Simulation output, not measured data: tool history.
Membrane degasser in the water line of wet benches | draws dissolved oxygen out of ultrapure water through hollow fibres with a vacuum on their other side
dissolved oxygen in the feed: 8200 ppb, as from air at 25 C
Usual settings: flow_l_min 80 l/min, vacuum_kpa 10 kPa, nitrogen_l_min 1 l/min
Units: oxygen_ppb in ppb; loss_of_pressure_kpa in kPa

run    hour  flow_l_min  vacuum_kpa  nitrogen_l_min  oxygen_ppb  loss_of_pressure_kpa
  1       0          80          10               1       902.8                  56.2
  2   109.3          80          10               1       891.2                 56.04
  3   212.1          80          10               1         903                 55.99
  4   311.8          80          10               1       907.3                 56.23
  5   441.4          80          10               1       909.3                 56.69
  6   556.7          80          10               1       905.9                 56.94
  7   644.3          80          10             2.6       477.8                 56.91
  8   768.6          49          10             2.6       293.1                 34.88
  9   879.2          80          10               1       901.3                 57.29
 10   961.9          80          10            0.46      1372.3                 56.76
 11  1031.7          80          10            0.46      1361.6                 56.87
 12  1089.5          80          10               1       903.2                 57.21
     1206.8  -- vacuum gauge calibrated
 13  1216.5          80          10               1       929.4                 57.57
 14  1332.8          80          10               1         927                  57.2
 15  1392.1          80          10               1       933.3                 57.65
 16  1481.7          80          10               1       917.6                 57.63
 17  1577.7          80        24.1               1      2276.7                 57.24
 18  1660.9          80        24.1               1        2278                 57.32
 19  1756.3         127         9.2            1.09      1231.9                 92.24
     1822.2  -- vacuum gauge calibrated, once more
 20    1858         127         9.2            1.09        1194                 91.72
 21  1921.3          66         6.6            0.58       565.4                 47.93
 22  2050.6          62        23.1            0.58      2521.7                 45.22
 23  2146.5          62        15.9            0.58        1758                  45.2
 24    2227          62        11.5            0.58        1199                 45.35
 25  2357.8          80          10            1.35       751.8                  58.4
 26  2439.6         122        18.4               1      2361.4                 89.69
 27  2509.9         122        18.4               1      2354.6                 89.79
 28  2627.3          57        22.2             0.4      2793.5                 42.07
       2662  -- membrane cartridge changed
 29  2775.1          98        16.5            0.71      2110.7                 62.57
 30  2914.7          57         6.1            1.15       277.3                  36.5
     2940.1  -- seals of the vacuum lines changed
 31  3019.6          92          21            1.15        1995                 58.89
 32  3142.7          92         7.8            1.15       641.2                 58.98
 33  3245.4          92         8.7            1.15       760.3                 59.49

3 ways to go on from here, each from the tool as it stands after run 33. What would each give?
  A  3334.6          66          21               1           ?                     ?
  B  3334.6          89        24.4            0.98           ?                     ?
  C  3334.6         127        18.3            2.42           ?                     ?

run  oxygen_ppb  loss_of_pressure_kpa
  A      1773.8                 42.32
  B      2485.3                 56.99
  C      1481.8                 81.89
Without the tool's hidden state the same runs would have given:
run  oxygen_ppb  loss_of_pressure_kpa
  A      1764.4                 41.88
  B      2474.6                 56.39
  C      1467.8                 81.03

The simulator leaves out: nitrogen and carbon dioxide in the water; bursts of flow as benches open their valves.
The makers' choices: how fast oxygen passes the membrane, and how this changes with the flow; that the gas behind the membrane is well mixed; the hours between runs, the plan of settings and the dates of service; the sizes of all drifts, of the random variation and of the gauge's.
